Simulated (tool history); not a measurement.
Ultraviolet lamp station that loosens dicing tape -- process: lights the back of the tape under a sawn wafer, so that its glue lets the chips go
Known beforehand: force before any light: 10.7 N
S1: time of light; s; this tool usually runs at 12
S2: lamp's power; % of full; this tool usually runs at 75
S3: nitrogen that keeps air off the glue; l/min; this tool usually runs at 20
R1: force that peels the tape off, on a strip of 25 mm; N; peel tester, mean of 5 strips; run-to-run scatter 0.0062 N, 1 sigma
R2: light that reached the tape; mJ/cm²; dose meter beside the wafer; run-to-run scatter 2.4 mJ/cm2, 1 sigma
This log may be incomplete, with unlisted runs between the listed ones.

{"run": 1, "hour": 0.0, "S1": 12, "S2": 75, "S3": 20, "R1": 0.659, "R2": 178}
{"run": 2, "hour": 42.1, "S1": 12, "S2": 75, "S3": 20, "R1": 0.713, "R2": 175}
{"run": 3, "hour": 110.4, "S1": 12, "S2": 75, "S3": 20, "R1": 0.781, "R2": 169}
{"run": 4, "hour": 163.2, "S1": 18, "S2": 75, "S3": 20, "R1": 0.288, "R2": 242}
{"hour": 183.4, "done": "lamp changed"}
{"run": 5, "hour": 237.7, "S1": 18, "S2": 75, "S3": 15, "R1": 0.12, "R2": 361}
{"run": 6, "hour": 300.0, "S1": 18, "S2": 75, "S3": 15, "R1": 0.132, "R2": 349}
{"run": 7, "hour": 335.2, "S1": 18, "S2": 75, "S3": 15, "R1": 0.13, "R2": 340}
{"run": 8, "hour": 417.3, "S1": 18, "S2": 75, "S3": 15, "R1": 0.149, "R2": 325}
{"hour": 457.3, "done": "window cleaned of glue's vapour"}
{"run": 9, "hour": 489.6, "S1": 18, "S2": 75, "S3": 15, "R1": 0.195, "R2": 288}
{"run": 10, "hour": 529.2, "S1": 12, "S2": 75, "S3": 11, "R1": 0.891, "R2": 194}
{"hour": 591.2, "done": "window cleaned of glue's vapour, once more"}
{"run": 11, "hour": 608.3, "S1": 12, "S2": 75, "S3": 20, "R1": 0.277, "R2": 250}
{"run": 12, "hour": 648.0, "S1": 12, "S2": 75, "S3": 20, "R1": 0.288, "R2": 243}
{"run": 13, "hour": 721.6, "S1": 12, "S2": 67, "S3": 20, "R1": 0.432, "R2": 208}
{"run": 14, "hour": 764.8, "S1": 6, "S2": 67, "S3": 20, "R1": 2.105, "R2": 101}
{"run": 15, "hour": 801.6, "S1": 15, "S2": 68, "S3": 27, "R1": 0.204, "R2": 254}
{"run": 16, "hour": 839.3, "S1": 15, "S2": 68, "S3": 27, "R1": 0.211, "R2": 249}
{"run": 17, "hour": 877.2, "S1": 24, "S2": 71, "S3": 10, "R1": 0.121, "R2": 409}
{"run": 18, "hour": 930.8, "S1": 24, "S2": 71, "S3": 10, "R1": 0.129, "R2": 397}
{"run": 19, "hour": 989.8, "S1": 16, "S2": 75, "S3": 20, "R1": 0.212, "R2": 268}
{"run": 20, "hour": 1042.8, "S1": 21, "S2": 75, "S3": 20, "R1": 0.122, "R2": 343}
{"run": 21, "hour": 1083.3, "S1": 21, "S2": 75, "S3": 20, "R1": 0.11, "R2": 338}
{"run": 22, "hour": 1156.5, "S1": 21, "S2": 75, "S3": 20, "R1": 0.123, "R2": 329}
{"run": 23, "hour": 1192.0, "S1": 12, "S2": 75, "S3": 9, "R1": 1.099, "R2": 183}
{"run": 24, "hour": 1266.9, "S1": 12, "S2": 75, "S3": 9, "R1": 1.211, "R2": 174}

Alternative continuations, all from the tool just after run 24; predict every row:
{"run": "A", "hour": 1329.4, "S1": 12, "S2": 75, "S3": 32, "R1": "?", "R2": "?"}
{"run": "B", "hour": 1329.4, "S1": 8, "S2": 75, "S3": 20, "R1": "?", "R2": "?"}
{"run": "C", "hour": 1329.4, "S1": 9, "S2": 80, "S3": 9, "R1": "?", "R2": "?"}
{"run": "D", "hour": 1329.4, "S1": 7, "S2": 75, "S3": 16, "R1": "?", "R2": "?"}
{"run": "E", "hour": 1329.4, "S1": 6, "S2": 99, "S3": 11, "R1": "?", "R2": "?"}

run=A R1=0.548 R2=168
run=B R1=1.771 R2=109
run=C R1=2.008 R2=139
run=D R1=2.451 R2=100
run=E R1=2.446 R2=106
The same runs, with their run-to-run variation unchanged, on a tool lacking any hidden condition would have given:
run=A R1=0.134 R2=278
run=B R1=0.586 R2=182
run=C R1=0.701 R2=228
run=D R1=0.965 R2=165
run=E R1=0.958 R2=179
